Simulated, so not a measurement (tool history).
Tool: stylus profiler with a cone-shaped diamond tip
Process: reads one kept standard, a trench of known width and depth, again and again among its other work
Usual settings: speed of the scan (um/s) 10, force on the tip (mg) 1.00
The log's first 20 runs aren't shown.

run    hour  speed of the scan (um/s)  force on the tip (mg)  depth of the trench (angstrom)  width of the trench's floor (nm)
 21  1016.2                         3                   0.83                          5015.3                             17300
 22  1069.4                         3                   0.83                          5012.7                             17320
 23  1109.1                        13                   2.53                          5030.8                             17300
 24  1148.9                        13                   2.53                          5030.0                             17250
 25  1212.7                        28                   1.62                          5023.9                             17130
 26  1272.9                        28                   1.62                          5020.9                             17120
 27  1312.9                        28                   1.62                          5021.5                             17120
 28  1381.7                         3                   1.00                          5018.8                             17360
 29  1444.9                         3                   1.00                          5014.4                             17380
 30  1501.0                         3                   1.00                          5017.9                             17350
 31  1537.3                         3                   1.00                          5015.6                             17340

4 ways to go on from here, each from the tool as it stands after run 31. What would each give?
  A  1595.3                        16                   2.79                               ?                                 ?
  B  1595.3                         4                   1.00                               ?                                 ?
  C  1595.3                        18                   1.00                               ?                                 ?
  D  1595.3                        28                   0.73                               ?                                 ?

run  depth of the trench (angstrom)  width of the trench's floor (nm)
  A                          5034.0                             17240
  B                          5017.2                             17270
  C                          5017.6                             17150
  D                          5011.9                             17010
Without the tool's hidden state the same runs would have given:
run  depth of the trench (angstrom)  width of the trench's floor (nm)
  A                          5033.9                             17250
  B                          5017.1                             17280
  C                          5017.6                             17160
  D                          5011.9                             17010

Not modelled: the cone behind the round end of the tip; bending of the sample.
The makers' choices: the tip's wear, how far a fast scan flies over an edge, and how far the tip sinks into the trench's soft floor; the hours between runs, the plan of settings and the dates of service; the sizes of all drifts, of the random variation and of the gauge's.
